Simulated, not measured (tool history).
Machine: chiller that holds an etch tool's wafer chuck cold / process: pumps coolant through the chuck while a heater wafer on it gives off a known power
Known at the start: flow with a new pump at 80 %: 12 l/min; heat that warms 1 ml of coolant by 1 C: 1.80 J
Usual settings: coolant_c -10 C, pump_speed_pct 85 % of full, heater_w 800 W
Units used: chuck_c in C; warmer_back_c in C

run,hour,coolant_c,pump_speed_pct,heater_w,chuck_c,warmer_back_c
1,0.0,-10,85,800,-4.48,2.08
2,43.3,-10,67,800,-3.71,2.73
3,76.8,-10,67,800,-3.81,2.73
4,123.1,-10,67,800,-3.73,2.76
5,190.5,-10,85,800,-4.54,2.08
6,225.3,-5,85,800,0.42,2.09
7,293.8,-5,85,800,0.40,2.09
8,352.3,-5,85,800,0.41,2.11
9,394.8,-5,85,800,0.49,2.11
10,450.5,-5,85,800,0.43,2.10
11,515.2,-6,85,800,-0.47,2.12
12,567.4,-6,85,800,-0.58,2.11
13,629.1,-6,85,800,-0.50,2.14
14,683.5,-6,85,800,-0.56,2.09
15,751.4,-5,85,800,0.46,2.12
16,803.6,-10,85,800,-4.41,2.09
17,846.9,-10,85,800,-4.51,2.12
18,913.9,-6,61,800,0.83,3.05
19,976.5,-6,61,800,0.74,3.04
20,1031.8,0,65,425,3.57,1.48
21,1075.1,-19,85,1040,-11.83,2.81
22,1137.0,-19,85,1040,-11.80,2.77
23,1187.7,-7,90,418,-4.08,1.03
24,1234.5,-7,90,418,-3.98,1.04
25,1291.6,-7,90,418,-3.96,1.04
26,1322.4,-7,90,418,-4.01,1.04
27,1355.6,-12,73,1122,-3.52,3.53
28,1401.6,-10,85,813,-4.21,2.20
29,1439.6,-19,85,669,-14.27,1.80
30,1474.2,-4,81,826,1.98,2.29
31,1519.8,-4,87,482,-0.41,1.24
32,1573.2,-1,85,822,4.93,2.20

Alternative continuations, all from the tool just after run 32; predict every row:
A,1612.7,-1,93,822,?,?
B,1612.7,-5,65,953,?,?
C,1612.7,-4,64,1151,?,?
D,1612.7,-14,75,716,?,?

run,chuck_c,warmer_back_c
A,4.52,2.01
B,2.89,3.40
C,5.54,4.18
D,-8.40,2.19
With the hidden condition removed and each run's random variation left untouched, the same runs would have given:
run,chuck_c,warmer_back_c
A,3.87,1.97
B,2.12,3.32
C,4.68,4.09
D,-9.04,2.14
